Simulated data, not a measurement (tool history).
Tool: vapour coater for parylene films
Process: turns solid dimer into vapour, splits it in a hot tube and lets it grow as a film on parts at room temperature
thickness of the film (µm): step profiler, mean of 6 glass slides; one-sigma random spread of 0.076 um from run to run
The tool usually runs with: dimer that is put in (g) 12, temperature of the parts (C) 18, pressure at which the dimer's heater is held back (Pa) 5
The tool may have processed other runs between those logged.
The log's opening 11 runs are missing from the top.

run   hour  dimer that is put in (g)  temperature of the parts (C)  pressure at which the dimer's heater is held back (Pa)  hours of work since the trap's valve was overhauled  hours of work since the table's thermometer was calibrated  thickness of the film (µm)
 12  123.7                        12                            18                                                       5                                                   91                                                         399                        9.22
 13  137.6                        12                            18                                                       5                                                   99                                                         408                         9.1
 14  151.9                        12                            18                                                    7.04                                                  108                                                         417                        8.56
 15  160.7                        12                            18                                                    7.04                                                  114                                                         422                        8.64
 16  176.5                        12                            18                                                    6.66                                                  123                                                         432                        8.74
 17  188.4                        12                            18                                                    6.66                                                  131                                                         439                        8.67
 18  203.1                        12                            18                                                    3.52                                                  140                                                         448                        9.68
 19  220.6                         7                            27                                                    5.09                                                  151                                                         459                        3.57
 20  233.3                        17                            13                                                    5.09                                                  159                                                         467                       15.83
 21  249.2                        19                            13                                                    5.09                                                  169                                                         477                       17.87
 22  265.4                        19                            13                                                    5.09                                                  179                                                         487                       18.23
 23  283.9                        12                            18                                                    5.06                                                  190                                                         499                         9.1
 24  296.5                        12                            18                                                    5.06                                                  198                                                         506                        9.16
 25  313.3                         6                            30                                                    2.23                                                  208                                                         517                        3.06
 26  324.9                         6                            30                                                    2.23                                                  215                                                         524                        3.07
 27  338.6                         6                            30                                                    2.79                                                  224                                                         533                        2.98
 28  346.7                         8                            30                                                    7.13                                                  229                                                         538                        3.35
 29  354.2                        11                            26                                                    7.13                                                  234                                                         542                        5.58
 30  362.8                        12                            12                                                       5                                                  239                                                         548                       11.85
 31  370.4                        12                            12                                                       5                                                  244                                                         552                        11.8
 32  380.9                         6                            21                                                       5                                                  250                                                         559                        3.94

5 ways to go on from here, each from the tool as it stands after run 32. What would each give?
  A  397.4                        11                            12                                                       5                                                  260                                                         569                           ?
  B  397.4                        15                            15                                                    6.98                                                  260                                                         569                           ?
  C  397.4                         8                            21                                                       5                                                  260                                                         569                           ?
  D  397.4                        16                            18                                                    7.23                                                  260                                                         569                           ?
  E  397.4                         8                            13                                                    7.17                                                  260                                                         569                           ?

run  thickness of the film (µm)
  A                       10.93
  B                       12.51
  C                        5.32
  D                       11.57
  E                        7.11
The same runs, with their run-to-run variation unchanged, on a tool lacking any hidden condition would have given:
run  thickness of the film (µm)
  A                       10.96
  B                       12.54
  C                        5.34
  D                        11.6
  E                        7.13
